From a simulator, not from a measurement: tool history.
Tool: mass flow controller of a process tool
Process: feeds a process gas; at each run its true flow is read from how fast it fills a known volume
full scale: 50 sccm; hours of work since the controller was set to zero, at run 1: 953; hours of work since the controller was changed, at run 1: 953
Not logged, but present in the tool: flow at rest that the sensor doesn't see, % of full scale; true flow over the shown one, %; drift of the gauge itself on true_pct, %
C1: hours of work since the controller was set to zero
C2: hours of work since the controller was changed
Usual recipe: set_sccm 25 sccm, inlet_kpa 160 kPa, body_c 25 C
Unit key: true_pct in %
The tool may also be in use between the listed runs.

{"run": 1, "hour": 0.0, "set_sccm": 25, "inlet_kpa": 160, "body_c": 25, "C1": 953, "C2": 953, "true_pct": 100.31}
{"run": 2, "hour": 119.0, "set_sccm": 25, "inlet_kpa": 160, "body_c": 25, "C1": 1042, "C2": 1042, "true_pct": 100.27}
{"run": 3, "hour": 221.4, "set_sccm": 25, "inlet_kpa": 160, "body_c": 25, "C1": 1118, "C2": 1118, "true_pct": 100.53}
{"run": 4, "hour": 306.4, "set_sccm": 25, "inlet_kpa": 160, "body_c": 25, "C1": 1182, "C2": 1182, "true_pct": 100.33}
{"run": 5, "hour": 409.6, "set_sccm": 25, "inlet_kpa": 160, "body_c": 25, "C1": 1259, "C2": 1259, "true_pct": 100.5}
{"run": 6, "hour": 562.5, "set_sccm": 25, "inlet_kpa": 153, "body_c": 25, "C1": 1373, "C2": 1373, "true_pct": 100.67}
{"run": 7, "hour": 722.8, "set_sccm": 43, "inlet_kpa": 160, "body_c": 25, "C1": 1493, "C2": 1493, "true_pct": 100.55}
{"run": 8, "hour": 845.4, "set_sccm": 33, "inlet_kpa": 222, "body_c": 25, "C1": 1584, "C2": 1584, "true_pct": 100.31}
{"run": 9, "hour": 960.3, "set_sccm": 25, "inlet_kpa": 275, "body_c": 35, "C1": 1670, "C2": 1670, "true_pct": 100.88}
{"run": 10, "hour": 1053.9, "set_sccm": 25, "inlet_kpa": 149, "body_c": 35, "C1": 1740, "C2": 1740, "true_pct": 101.28}
{"run": 11, "hour": 1140.4, "set_sccm": 25, "inlet_kpa": 170, "body_c": 26, "C1": 1804, "C2": 1804, "true_pct": 100.56}

Some steps in true_pct between neighbouring runs. How much of each would the tool show without its hidden state too (settings, what came in, random variation), and how much is left for the hidden state, with any gauge scatter that isn't in both results?
Run 8 -> 9: set_sccm 33 -> 25, inlet_kpa 222 -> 275, body_c 25 -> 35. true_pct +0.57 %: hidden state +0.13, all else +0.44.
Run 10 -> 11: inlet_kpa 149 -> 170, body_c 35 -> 26. true_pct -0.72 %: hidden state +0.03, all else -0.75.
